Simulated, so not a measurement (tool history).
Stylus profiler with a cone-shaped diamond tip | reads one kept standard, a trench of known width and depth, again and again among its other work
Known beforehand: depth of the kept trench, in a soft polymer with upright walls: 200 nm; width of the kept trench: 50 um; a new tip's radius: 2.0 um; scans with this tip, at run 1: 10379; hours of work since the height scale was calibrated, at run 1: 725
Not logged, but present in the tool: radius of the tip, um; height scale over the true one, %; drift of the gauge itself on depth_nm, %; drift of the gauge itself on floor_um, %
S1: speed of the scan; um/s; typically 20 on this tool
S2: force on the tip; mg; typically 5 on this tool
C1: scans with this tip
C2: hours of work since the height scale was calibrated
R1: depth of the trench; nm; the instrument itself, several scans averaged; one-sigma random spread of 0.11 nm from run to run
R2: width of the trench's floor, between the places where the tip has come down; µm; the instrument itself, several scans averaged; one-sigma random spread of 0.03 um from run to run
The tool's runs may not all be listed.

run,hour,S1,S2,C1,C2,R1,R2
1,0,20,5,10379,725,204.04,47.94
2,20.4,20,5,10523,735,203.91,47.94
3,40.7,20,6.4,10665,745,204.71,47.91
4,55.1,20,6.4,10767,752,204.81,47.92
5,80.7,19,5,10946,765,204.3,47.96
6,98.2,19,2.91,11069,773,203.16,47.94
7,123.7,19,9.38,11249,786,205.85,47.96
# hour 126: height scale calibrated on a step standard
8,144,20,1.86,11388,9,202.95,47.91
9,164,20,1.86,11529,19,202.81,47.88
10,188.2,62,3.01,11698,31,203.55,47.76
# hour 210.4: height scale calibrated on a step standard, once more
11,213.3,9,12.28,11871,1,205.93,48.09
12,237.4,8,11.81,12041,13,205.78,47.98
13,268.2,20,9.81,12257,28,205.17,47.94

Alternative continuations, all from the tool just after run 13; predict every row:
A,286.9,24,3.6,12388,38,?,?
B,286.9,45,3.5,12388,38,?,?
C,286.9,25,6.08,12388,38,?,?
D,286.9,35,6.47,12388,38,?,?

run,R1,R2
A,202.5,47.92
B,202.55,47.8
C,203.52,47.95
D,203.95,47.9
With the hidden condition removed and each run's random variation left untouched, the same runs would have given:
run,R1,R2
A,202.48,48.18
B,202.53,48.06
C,203.5,48.22
D,203.93,48.16

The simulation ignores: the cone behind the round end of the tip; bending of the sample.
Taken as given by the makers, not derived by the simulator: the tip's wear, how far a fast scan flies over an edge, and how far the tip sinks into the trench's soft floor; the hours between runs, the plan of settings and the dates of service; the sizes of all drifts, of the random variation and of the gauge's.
